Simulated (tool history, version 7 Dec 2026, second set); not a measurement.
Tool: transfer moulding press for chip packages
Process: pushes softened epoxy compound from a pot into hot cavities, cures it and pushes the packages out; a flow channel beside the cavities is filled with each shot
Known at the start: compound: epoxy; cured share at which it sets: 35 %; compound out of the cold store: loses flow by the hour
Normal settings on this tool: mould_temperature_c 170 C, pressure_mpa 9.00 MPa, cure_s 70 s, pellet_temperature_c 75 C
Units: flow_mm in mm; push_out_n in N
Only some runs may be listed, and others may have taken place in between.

run	hour	mould_temperature_c	pressure_mpa	cure_s	pellet_temperature_c	incoming compound's hours out of the cold store	flow_mm	push_out_n
1	0.0	170	9.00	70	75	25.9	977	337
2	38.5	170	9.00	70	75	46.4	881	457
# hour 51.0: cavities cleaned with cleaning compound and waxed
3	78.5	170	9.00	55	75	13.2	1003	866
# hour 108.0: cavities cleaned with cleaning compound and waxed
4	116.7	170	9.00	70	83	32.8	918	325
5	156.4	170	9.00	104	75	12.8	991	292
# hour 164.1: cavities cleaned with cleaning compound and waxed
6	195.4	170	9.00	70	75	16.1	969	446
# hour 208.2: plunger's sealing rings changed
# hour 224.4: cavities cleaned with cleaning compound and waxed
7	233.7	170	9.00	70	75	18.2	1020	333
8	258.6	170	9.00	70	75	11.2	1037	462
# hour 282.1: cavities cleaned with cleaning compound and waxed
9	294.1	170	9.00	70	75	42.3	903	342
10	322.3	170	9.00	53	75	8.3	1043	1012
# hour 338.8: cavities cleaned with cleaning compound and waxed
11	357.6	170	9.00	70	75	10.4	1029	409
12	380.5	170	9.00	70	75	29.9	948	462
# hour 396.7: cavities cleaned with cleaning compound and waxed
13	420.8	170	9.00	70	75	14.6	996	431
# hour 453.6: cavities cleaned with cleaning compound and waxed
14	456.4	163	9.00	70	75	16.4	1008	516
15	474.9	163	9.00	70	75	41.7	920	594
# hour 510.5: cavities cleaned with cleaning compound and waxed
16	510.9	163	7.68	78	75	39.6	835	339
17	536.1	163	7.21	66	75	27.3	853	768
# hour 568.9: cavities cleaned with cleaning compound and waxed
18	571.4	168	9.48	106	73	39.8	930	200
# hour 604.0: plunger's sealing rings changed
19	608.5	168	9.48	106	73	43.1	946	289
# hour 627.5: cavities cleaned with cleaning compound and waxed
20	641.0	170	7.47	70	75	14.9	936	381
21	674.4	170	7.47	61	75	28.8	884	680
# hour 684.1: cavities cleaned with cleaning compound and waxed
22	710.5	170	9.00	57	73	14.2	1000	736
# hour 741.7: cavities cleaned with cleaning compound and waxed
23	751.4	166	9.09	70	75	28.1	982	433
24	778.6	170	9.75	76	75	33.9	957	348
# hour 799.2: cavities cleaned with cleaning compound and waxed
25	803.4	176	9.17	54	73	29.6	953	433
26	827.6	170	9.00	108	77	14.1	994	277
27	848.6	167	8.63	94	77	18.2	966	335
# hour 857.4: cavities cleaned with cleaning compound and waxed
28	884.0	167	8.63	94	77	39.2	890	285

Forecast each of these 3 alternatives for the next run:
A	902.4	177	9.00	84	75	43.2	?	?
B	902.4	167	8.63	94	78	45.0	?	?
C	902.4	170	9.00	76	75	39.6	?	?

run	flow_mm	push_out_n
A	864	290
B	870	327
C	894	372
The same runs, with their run-to-run variation unchanged, on a tool lacking any hidden condition would have given:
run	flow_mm	push_out_n
A	900	179
B	906	205
C	931	234
